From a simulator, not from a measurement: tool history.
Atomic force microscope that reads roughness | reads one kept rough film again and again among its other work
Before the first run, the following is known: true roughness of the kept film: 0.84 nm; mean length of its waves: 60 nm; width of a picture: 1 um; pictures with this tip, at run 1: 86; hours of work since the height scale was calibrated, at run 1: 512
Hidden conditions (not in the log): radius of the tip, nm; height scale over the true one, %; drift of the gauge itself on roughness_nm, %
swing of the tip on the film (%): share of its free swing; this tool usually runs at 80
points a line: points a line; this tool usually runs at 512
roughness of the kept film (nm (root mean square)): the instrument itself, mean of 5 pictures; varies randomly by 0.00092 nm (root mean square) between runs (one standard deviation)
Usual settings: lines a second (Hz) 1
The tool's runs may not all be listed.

run	hour	lines a second (Hz)	swing of the tip on the film (%)	points a line	pictures with this tip	hours of work since the height scale was calibrated	roughness of the kept film (nm (root mean square))
1	0	1	80	512	86	512	0.7394
2	12.2	1	80	512	106	521	0.7411
3	29.7	1	80	512	135	535	0.7398
4	40.8	1	80	512	153	544	0.7376
5	49.8	1	80	512	168	551	0.7375
6	61.3	1	80	512	187	560	0.7372
7	78.8	1	61	512	216	573	0.7907
# hour 80.7: height scale calibrated on a step standard
8	91.3	1	61	512	236	8	0.7905
9	103.5	0.74	80	512	256	18	0.7547
10	113.5	1	55	320	272	26	0.7981
# hour 121.7: new tip fitted
11	124.5	1	55	320	5	34	0.8037
12	138.9	2.6	84	350	29	45	0.6034
13	150.8	0.55	67	880	48	54	0.8002
14	162.8	3.89	61	880	68	64	0.7163
15	180.4	3.89	61	795	98	78	0.7163
# hour 183.9: height scale calibrated on a step standard, once more
16	194.5	3.35	64	825	119	8	0.7152

Consider 3 possible next runs. They are alternatives, not a sequence: every one starts from the tool as it was left by run 16. What does each give?
A	207.4	1	80	461	141	18	?
B	207.4	1.46	57	582	141	18	?
C	207.4	3.35	81	825	141	18	?

run	roughness of the kept film (nm (root mean square))
A	0.7423
B	0.7938
C	0.5894
Had the tool no hidden state, the same runs would have come out as:
run	roughness of the kept film (nm (root mean square))
A	0.7467
B	0.7985
C	0.5929
